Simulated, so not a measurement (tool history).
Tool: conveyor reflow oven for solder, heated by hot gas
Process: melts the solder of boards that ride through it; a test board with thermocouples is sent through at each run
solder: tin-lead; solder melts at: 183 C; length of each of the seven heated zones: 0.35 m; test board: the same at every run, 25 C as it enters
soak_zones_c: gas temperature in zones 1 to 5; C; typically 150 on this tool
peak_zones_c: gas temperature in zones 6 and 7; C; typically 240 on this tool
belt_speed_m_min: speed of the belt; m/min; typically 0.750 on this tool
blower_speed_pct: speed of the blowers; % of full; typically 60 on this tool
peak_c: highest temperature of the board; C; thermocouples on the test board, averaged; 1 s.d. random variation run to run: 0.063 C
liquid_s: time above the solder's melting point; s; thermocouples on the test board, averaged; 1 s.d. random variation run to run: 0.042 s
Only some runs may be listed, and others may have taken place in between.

{"run": 1, "hour": 0.0, "soak_zones_c": 150, "peak_zones_c": 240, "belt_speed_m_min": 0.75, "blower_speed_pct": 60, "peak_c": 220.59, "liquid_s": 46.95}
{"run": 2, "hour": 46.7, "soak_zones_c": 150, "peak_zones_c": 240, "belt_speed_m_min": 0.75, "blower_speed_pct": 60, "peak_c": 220.56, "liquid_s": 46.87}
{"run": 3, "hour": 102.6, "soak_zones_c": 150, "peak_zones_c": 240, "belt_speed_m_min": 0.75, "blower_speed_pct": 87, "peak_c": 227.27, "liquid_s": 50.41}
{"run": 4, "hour": 142.1, "soak_zones_c": 150, "peak_zones_c": 240, "belt_speed_m_min": 0.75, "blower_speed_pct": 87, "peak_c": 227.01, "liquid_s": 50.42}
{"run": 5, "hour": 191.6, "soak_zones_c": 150, "peak_zones_c": 240, "belt_speed_m_min": 0.75, "blower_speed_pct": 58, "peak_c": 219.75, "liquid_s": 46.36}
{"run": 6, "hour": 263.1, "soak_zones_c": 143, "peak_zones_c": 240, "belt_speed_m_min": 0.75, "blower_speed_pct": 60, "peak_c": 218.67, "liquid_s": 43.75}
{"run": 7, "hour": 299.3, "soak_zones_c": 143, "peak_zones_c": 240, "belt_speed_m_min": 0.75, "blower_speed_pct": 60, "peak_c": 218.64, "liquid_s": 43.63}
{"run": 8, "hour": 373.6, "soak_zones_c": 143, "peak_zones_c": 240, "belt_speed_m_min": 0.75, "blower_speed_pct": 60, "peak_c": 218.73, "liquid_s": 43.69}
{"run": 9, "hour": 435.7, "soak_zones_c": 143, "peak_zones_c": 240, "belt_speed_m_min": 0.75, "blower_speed_pct": 60, "peak_c": 218.53, "liquid_s": 43.58}
{"hour": 443.7, "done": "belt drive overhauled, speed set with a stopwatch"}
{"hour": 501.1, "done": "flux residue cleaned out of gas plates and filters"}
{"run": 10, "hour": 501.1, "soak_zones_c": 143, "peak_zones_c": 240, "belt_speed_m_min": 0.75, "blower_speed_pct": 60, "peak_c": 219.38, "liquid_s": 43.98}
{"run": 11, "hour": 537.5, "soak_zones_c": 143, "peak_zones_c": 240, "belt_speed_m_min": 0.75, "blower_speed_pct": 60, "peak_c": 219.41, "liquid_s": 44.02}
{"run": 12, "hour": 591.9, "soak_zones_c": 143, "peak_zones_c": 240, "belt_speed_m_min": 0.75, "blower_speed_pct": 60, "peak_c": 219.37, "liquid_s": 43.91}
{"run": 13, "hour": 648.1, "soak_zones_c": 143, "peak_zones_c": 240, "belt_speed_m_min": 0.75, "blower_speed_pct": 60, "peak_c": 219.16, "liquid_s": 43.87}
{"run": 14, "hour": 710.5, "soak_zones_c": 142, "peak_zones_c": 240, "belt_speed_m_min": 0.75, "blower_speed_pct": 60, "peak_c": 218.89, "liquid_s": 43.43}
{"run": 15, "hour": 775.2, "soak_zones_c": 142, "peak_zones_c": 240, "belt_speed_m_min": 0.75, "blower_speed_pct": 60, "peak_c": 218.91, "liquid_s": 43.4}
{"run": 16, "hour": 822.4, "soak_zones_c": 141, "peak_zones_c": 240, "belt_speed_m_min": 0.885, "blower_speed_pct": 86, "peak_c": 220.03, "liquid_s": 37.04}
{"run": 17, "hour": 895.2, "soak_zones_c": 141, "peak_zones_c": 240, "belt_speed_m_min": 0.885, "blower_speed_pct": 86, "peak_c": 219.72, "liquid_s": 36.99}
{"run": 18, "hour": 969.9, "soak_zones_c": 141, "peak_zones_c": 240, "belt_speed_m_min": 0.885, "blower_speed_pct": 86, "peak_c": 219.63, "liquid_s": 36.95}
{"hour": 1000.4, "done": "flux residue cleaned out of gas plates and filters"}
{"run": 19, "hour": 1053.0, "soak_zones_c": 150, "peak_zones_c": 240, "belt_speed_m_min": 0.75, "blower_speed_pct": 66, "peak_c": 223.28, "liquid_s": 48.28}
{"run": 20, "hour": 1124.2, "soak_zones_c": 137, "peak_zones_c": 240, "belt_speed_m_min": 0.877, "blower_speed_pct": 60, "peak_c": 211.75, "liquid_s": 31.28}
{"run": 21, "hour": 1160.6, "soak_zones_c": 137, "peak_zones_c": 240, "belt_speed_m_min": 0.877, "blower_speed_pct": 73, "peak_c": 216.29, "liquid_s": 34.52}
{"run": 22, "hour": 1208.3, "soak_zones_c": 161, "peak_zones_c": 255, "belt_speed_m_min": 0.877, "blower_speed_pct": 70, "peak_c": 233.44, "liquid_s": 48.1}
{"run": 23, "hour": 1255.9, "soak_zones_c": 151, "peak_zones_c": 249, "belt_speed_m_min": 0.75, "blower_speed_pct": 60, "peak_c": 228.95, "liquid_s": 51.33}
{"run": 24, "hour": 1297.8, "soak_zones_c": 150, "peak_zones_c": 240, "belt_speed_m_min": 0.75, "blower_speed_pct": 58, "peak_c": 220.34, "liquid_s": 46.6}
{"run": 25, "hour": 1357.6, "soak_zones_c": 144, "peak_zones_c": 230, "belt_speed_m_min": 0.785, "blower_speed_pct": 69, "peak_c": 212.29, "liquid_s": 38.35}
{"run": 26, "hour": 1414.6, "soak_zones_c": 144, "peak_zones_c": 230, "belt_speed_m_min": 0.785, "blower_speed_pct": 69, "peak_c": 212.26, "liquid_s": 38.31}
{"run": 27, "hour": 1485.3, "soak_zones_c": 144, "peak_zones_c": 230, "belt_speed_m_min": 0.785, "blower_speed_pct": 69, "peak_c": 212.17, "liquid_s": 38.14}
{"hour": 1499.1, "done": "flux residue cleaned out of gas plates and filters"}
{"run": 28, "hour": 1539.6, "soak_zones_c": 144, "peak_zones_c": 234, "belt_speed_m_min": 0.732, "blower_speed_pct": 69, "peak_c": 219.07, "liquid_s": 45.84}
{"hour": 1564.5, "done": "thermocouples of zones 6 and 7 changed"}
{"run": 29, "hour": 1615.6, "soak_zones_c": 144, "peak_zones_c": 234, "belt_speed_m_min": 0.732, "blower_speed_pct": 69, "peak_c": 217.59, "liquid_s": 44.94}

Consider 4 possible next runs. They are alternatives, not a sequence: every one starts from the tool as it was left by run 29. What does each give?
{"run": "A", "hour": 1659.3, "soak_zones_c": 150, "peak_zones_c": 250, "belt_speed_m_min": 0.614, "blower_speed_pct": 60, "peak_c": "?", "liquid_s": "?"}
{"run": "B", "hour": 1659.3, "soak_zones_c": 150, "peak_zones_c": 240, "belt_speed_m_min": 0.75, "blower_speed_pct": 58, "peak_c": "?", "liquid_s": "?"}
{"run": "C", "hour": 1659.3, "soak_zones_c": 150, "peak_zones_c": 247, "belt_speed_m_min": 0.75, "blower_speed_pct": 60, "peak_c": "?", "liquid_s": "?"}
{"run": "D", "hour": 1659.3, "soak_zones_c": 152, "peak_zones_c": 234, "belt_speed_m_min": 0.732, "blower_speed_pct": 88, "peak_c": "?", "liquid_s": "?"}

run=A peak_c=235.71 liquid_s=65.78
run=B peak_c=219.73 liquid_s=46.49
run=C peak_c=226.26 liquid_s=49.89
run=D peak_c=222.73 liquid_s=50.61
Had the tool no hidden state, the same runs would have come out as:
run=A peak_c=235.31 liquid_s=65.14
run=B peak_c=219.39 liquid_s=45.98
run=C peak_c=225.92 liquid_s=49.38
run=D peak_c=222.44 liquid_s=50.14
